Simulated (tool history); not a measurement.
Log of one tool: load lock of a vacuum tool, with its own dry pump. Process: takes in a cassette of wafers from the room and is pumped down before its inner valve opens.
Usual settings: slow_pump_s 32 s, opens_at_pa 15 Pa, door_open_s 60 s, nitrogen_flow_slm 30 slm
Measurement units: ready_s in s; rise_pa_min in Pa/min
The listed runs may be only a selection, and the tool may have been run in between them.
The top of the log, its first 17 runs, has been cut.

run	hour	slow_pump_s	opens_at_pa	door_open_s	nitrogen_flow_slm	hours that the pump has run since its overhaul	times that the door has closed on its seal	incoming humidity of the room's air, %	ready_s	rise_pa_min
18	5793	27	13	136	9	4410	20279	43.7	56.8	0.357
19	6155	27	13	136	9	4772	21298	45.2	57.7	0.383
# hour 6465.8: door's seal changed, seat wiped
20	6501.6	17	15	60	36	5117	101	45.5	50	0.057
21	6816.4	32	12	57	42	5432	987	45.2	62.5	0.06
22	7194.8	33	15	60	12	5810	2053	43.7	62.3	0.093
23	7542.4	51	19	210	12	6158	3031	46.1	75.9	0.177
24	8018.5	51	19	210	12	6634	4371	44.8	76.1	0.181
25	8353.2	25	19	73	12	6969	5313	47.2	57.5	0.13
26	8628.3	42	27	60	6	7244	6088	47.3	68.6	0.133
27	9103.6	42	14	60	9	7719	7426	43.1	71.7	0.134
28	9481.1	53	13	60	30	8097	8488	45.3	81.2	0.125
29	9804.9	28	13	40	21	8420	9400	45	62.5	0.125
30	10169	28	13	40	21	8785	10425	46	62.8	0.136

Below are 5 alternative next runs, each starting from the tool's condition after run 30. Predict each:
A	10645.1	31	22	32	30	9261	11765	47.4	?	?
B	10645.1	35	15	60	30	9261	11765	46.6	?	?
C	10645.1	32	15	169	30	9261	11765	45.3	?	?
D	10645.1	26	15	60	18	9261	11765	44.7	?	?
E	10645.1	51	17	60	30	9261	11765	42.7	?	?

run	ready_s	rise_pa_min
A	64.2	0.139
B	68.7	0.157
C	66.6	0.197
D	62.3	0.171
E	79.1	0.148
Take away the tool's hidden state, keep each run's random variation, and the runs would have read:
run	ready_s	rise_pa_min
A	55.6	0.044
B	60	0.062
C	57.8	0.103
D	53	0.077
E	71.8	0.054

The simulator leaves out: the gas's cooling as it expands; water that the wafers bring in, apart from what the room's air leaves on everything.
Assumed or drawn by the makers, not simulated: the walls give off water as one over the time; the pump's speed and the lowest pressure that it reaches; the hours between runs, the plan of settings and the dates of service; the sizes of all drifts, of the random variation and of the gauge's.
